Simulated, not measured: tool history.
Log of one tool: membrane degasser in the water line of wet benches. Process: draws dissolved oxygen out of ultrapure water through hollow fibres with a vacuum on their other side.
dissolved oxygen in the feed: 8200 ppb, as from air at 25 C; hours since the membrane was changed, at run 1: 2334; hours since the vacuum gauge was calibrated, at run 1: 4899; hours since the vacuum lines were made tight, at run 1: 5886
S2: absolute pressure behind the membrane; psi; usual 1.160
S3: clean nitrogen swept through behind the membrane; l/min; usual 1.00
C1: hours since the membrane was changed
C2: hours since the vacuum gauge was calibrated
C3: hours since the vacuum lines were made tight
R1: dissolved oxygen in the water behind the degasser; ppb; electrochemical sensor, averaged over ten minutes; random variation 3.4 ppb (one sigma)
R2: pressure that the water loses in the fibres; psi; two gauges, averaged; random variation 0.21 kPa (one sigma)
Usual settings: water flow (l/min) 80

{"run": 1, "hour": 0.0, "water flow (l/min)": 80, "S2": 1.16, "S3": 1.0, "C1": 2334, "C2": 4899, "C3": 5886, "R1": 633.8, "R2": 7.388}
{"run": 2, "hour": 97.9, "water flow (l/min)": 80, "S2": 1.16, "S3": 1.0, "C1": 2431, "C2": 4997, "C3": 5984, "R1": 637.2, "R2": 7.509}
{"run": 3, "hour": 225.4, "water flow (l/min)": 80, "S2": 1.16, "S3": 1.0, "C1": 2559, "C2": 5125, "C3": 6111, "R1": 634.3, "R2": 7.5}
{"run": 4, "hour": 329.8, "water flow (l/min)": 55, "S2": 1.16, "S3": 1.0, "C1": 2663, "C2": 5229, "C3": 6216, "R1": 485.2, "R2": 5.165}
{"run": 5, "hour": 413.9, "water flow (l/min)": 80, "S2": 1.463, "S3": 1.0, "C1": 2747, "C2": 5313, "C3": 6300, "R1": 880.9, "R2": 7.48}
{"run": 6, "hour": 494.3, "water flow (l/min)": 80, "S2": 1.463, "S3": 1.0, "C1": 2828, "C2": 5393, "C3": 6380, "R1": 885.0, "R2": 7.493}
{"run": 7, "hour": 610.7, "water flow (l/min)": 94, "S2": 1.16, "S3": 1.0, "C1": 2944, "C2": 5510, "C3": 6497, "R1": 704.9, "R2": 8.785}
{"run": 8, "hour": 723.9, "water flow (l/min)": 94, "S2": 1.16, "S3": 1.0, "C1": 3057, "C2": 5623, "C3": 6610, "R1": 715.3, "R2": 8.879}
{"hour": 809.3, "done": "seals of the vacuum lines changed"}
{"run": 9, "hour": 872.1, "water flow (l/min)": 94, "S2": 1.16, "S3": 1.0, "C1": 3204, "C2": 5769, "C3": 63, "R1": 710.6, "R2": 8.863}
{"run": 10, "hour": 965.2, "water flow (l/min)": 100, "S2": 1.102, "S3": 1.89, "C1": 3297, "C2": 5862, "C3": 156, "R1": 458.9, "R2": 9.388}
{"run": 11, "hour": 1037.5, "water flow (l/min)": 94, "S2": 1.317, "S3": 0.88, "C1": 3369, "C2": 5935, "C3": 228, "R1": 921.1, "R2": 8.918}
{"run": 12, "hour": 1145.6, "water flow (l/min)": 105, "S2": 0.775, "S3": 1.0, "C1": 3477, "C2": 6043, "C3": 336, "R1": 379.1, "R2": 9.822}
{"run": 13, "hour": 1243.2, "water flow (l/min)": 105, "S2": 2.241, "S3": 1.0, "C1": 3575, "C2": 6140, "C3": 434, "R1": 1724.9, "R2": 9.897}
{"run": 14, "hour": 1308.0, "water flow (l/min)": 105, "S2": 2.241, "S3": 1.0, "C1": 3640, "C2": 6205, "C3": 499, "R1": 1709.2, "R2": 9.899}

5 ways to go on from here, each from the tool as it stands after run 14. What would each give?
{"run": "A", "hour": 1378.0, "water flow (l/min)": 49, "S2": 1.694, "S3": 2.59, "C1": 3710, "C2": 6275, "C3": 569, "R1": "?", "R2": "?"}
{"run": "B", "hour": 1378.0, "water flow (l/min)": 105, "S2": 2.241, "S3": 0.53, "C1": 3710, "C2": 6275, "C3": 569, "R1": "?", "R2": "?"}
{"run": "C", "hour": 1378.0, "water flow (l/min)": 105, "S2": 2.096, "S3": 1.41, "C1": 3710, "C2": 6275, "C3": 569, "R1": "?", "R2": "?"}
{"run": "D", "hour": 1378.0, "water flow (l/min)": 105, "S2": 2.741, "S3": 1.0, "C1": 3710, "C2": 6275, "C3": 569, "R1": "?", "R2": "?"}
{"run": "E", "hour": 1378.0, "water flow (l/min)": 80, "S2": 2.104, "S3": 1.0, "C1": 3710, "C2": 6275, "C3": 569, "R1": "?", "R2": "?"}

run=A R1=358.4 R2=4.631
run=B R1=2371.9 R2=9.910
run=C R1=1303.4 R2=9.915
run=D R1=2101.4 R2=9.903
run=E R1=1369.5 R2=7.488
Without the tool's hidden state the same runs would have given:
run=A R1=350.9 R2=4.509
run=B R1=2344.3 R2=9.649
run=C R1=1283.7 R2=9.652
run=D R1=2081.3 R2=9.642
run=E R1=1350.4 R2=7.290
